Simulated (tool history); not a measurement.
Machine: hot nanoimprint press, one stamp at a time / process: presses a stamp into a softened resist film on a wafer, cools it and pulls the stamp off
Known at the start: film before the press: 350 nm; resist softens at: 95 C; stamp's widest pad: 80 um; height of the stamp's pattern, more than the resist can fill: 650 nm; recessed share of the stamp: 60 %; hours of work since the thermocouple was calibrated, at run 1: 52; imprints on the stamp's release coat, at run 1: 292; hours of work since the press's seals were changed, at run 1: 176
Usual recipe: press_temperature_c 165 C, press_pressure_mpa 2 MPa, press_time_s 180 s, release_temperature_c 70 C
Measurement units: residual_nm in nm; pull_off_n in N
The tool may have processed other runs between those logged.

| run | hour | press_temperature_c | press_pressure_mpa | press_time_s | release_temperature_c | hours of work since the thermocouple was calibrated | imprints on the stamp's release coat | hours of work since the press's seals were changed | residual_nm | pull_off_n |
|---|---|---|---|---|---|---|---|---|---|---|
| 1 | 0 | 165 | 2 | 180 | 70 | 52 | 292 | 176 | 137.1 | 190 |
| 2 | 8.1 | 176 | 2 | 180 | 70 | 56 | 315 | 180 | 96.2 | 192 |
| 3 | 15.7 | 176 | 2 | 180 | 70 | 59 | 336 | 184 | 95.5 | 186 |
| 4 | 25.9 | 176 | 2 | 180 | 70 | 64 | 364 | 189 | 95.2 | 187 |
| 5 | 34.6 | 176 | 2 | 180 | 70 | 69 | 388 | 193 | 95.2 | 191 |
| 6 | 44 | 176 | 2 | 180 | 70 | 73 | 415 | 198 | 95.1 | 190 |
| 7 | 53.8 | 165 | 2 | 180 | 63 | 78 | 442 | 203 | 136.2 | 208 |
| 8 | 61.5 | 165 | 2 | 180 | 70 | 82 | 463 | 206 | 135.9 | 191 |
| 9 | 69.4 | 165 | 2 | 180 | 70 | 86 | 485 | 210 | 135.4 | 185 |
| 10 | 75.5 | 165 | 2 | 180 | 70 | 89 | 502 | 213 | 134.9 | 189 |
| 11 | 80.2 | 165 | 2 | 180 | 70 | 91 | 515 | 216 | 134.6 | 188 |
| 12 | 90.7 | 165 | 2 | 180 | 70 | 96 | 544 | 221 | 135.1 | 186 |
| 13 | 98.4 | 165 | 2 | 180 | 70 | 100 | 566 | 225 | 134.7 | 191 |
| 14 | 103.2 | 165 | 1.66 | 180 | 70 | 103 | 579 | 227 | 149.9 | 191 |
|  | 108.8 | gauge calibrated |
| 15 | 110.7 | 165 | 1.66 | 180 | 70 | 106 | 600 | 231 | 152.2 | 189 |
| 16 | 115.6 | 162 | 2.75 | 180 | 71 | 109 | 613 | 233 | 125.9 | 184 |
| 17 | 123.5 | 162 | 2.75 | 162 | 74 | 112 | 635 | 237 | 130.3 | 179 |
| 18 | 130 | 163 | 2.75 | 162 | 68 | 116 | 653 | 240 | 125.4 | 192 |
| 19 | 136.5 | 163 | 2.75 | 162 | 68 | 119 | 671 | 243 | 125.3 | 191 |
| 20 | 146.8 | 163 | 2.75 | 293 | 68 | 124 | 700 | 248 | 101.5 | 194 |
| 21 | 156.6 | 163 | 2.75 | 283 | 69 | 129 | 727 | 253 | 102.9 | 192 |
| 22 | 163.6 | 165 | 2 | 147 | 70 | 132 | 746 | 257 | 145.1 | 192 |
| 23 | 169 | 175 | 2.48 | 112 | 76 | 135 | 762 | 259 | 101.7 | 173 |
| 24 | 174.8 | 176 | 2.1 | 112 | 76 | 138 | 778 | 262 | 108.8 | 171 |
| 25 | 182.7 | 163 | 2 | 180 | 72 | 142 | 800 | 266 | 145 | 183 |
| 26 | 192.7 | 172 | 2.3 | 206 | 58 | 146 | 827 | 271 | 93.4 | 219 |
| 27 | 200 | 165 | 2.36 | 180 | 70 | 150 | 848 | 274 | 122.6 | 191 |
|  | 209.5 | stamp cleaned and given a new release coat |
| 28 | 213.4 | 173 | 2.36 | 123 | 70 | 154 | 11 | 278 | 107 | 189 |

What will run 29 give?
| 29 | 218.7 | 165 | 2 | 180 | 65 | 156 | 26 | 281 | ? | ? |

{"run 29": {"residual_nm": 134.5, "pull_off_n": 207}}
With the hidden condition absent and the run-to-run variation left alone, this run would have shown residual_nm 136.8 nm, pull_off_n 207 N.

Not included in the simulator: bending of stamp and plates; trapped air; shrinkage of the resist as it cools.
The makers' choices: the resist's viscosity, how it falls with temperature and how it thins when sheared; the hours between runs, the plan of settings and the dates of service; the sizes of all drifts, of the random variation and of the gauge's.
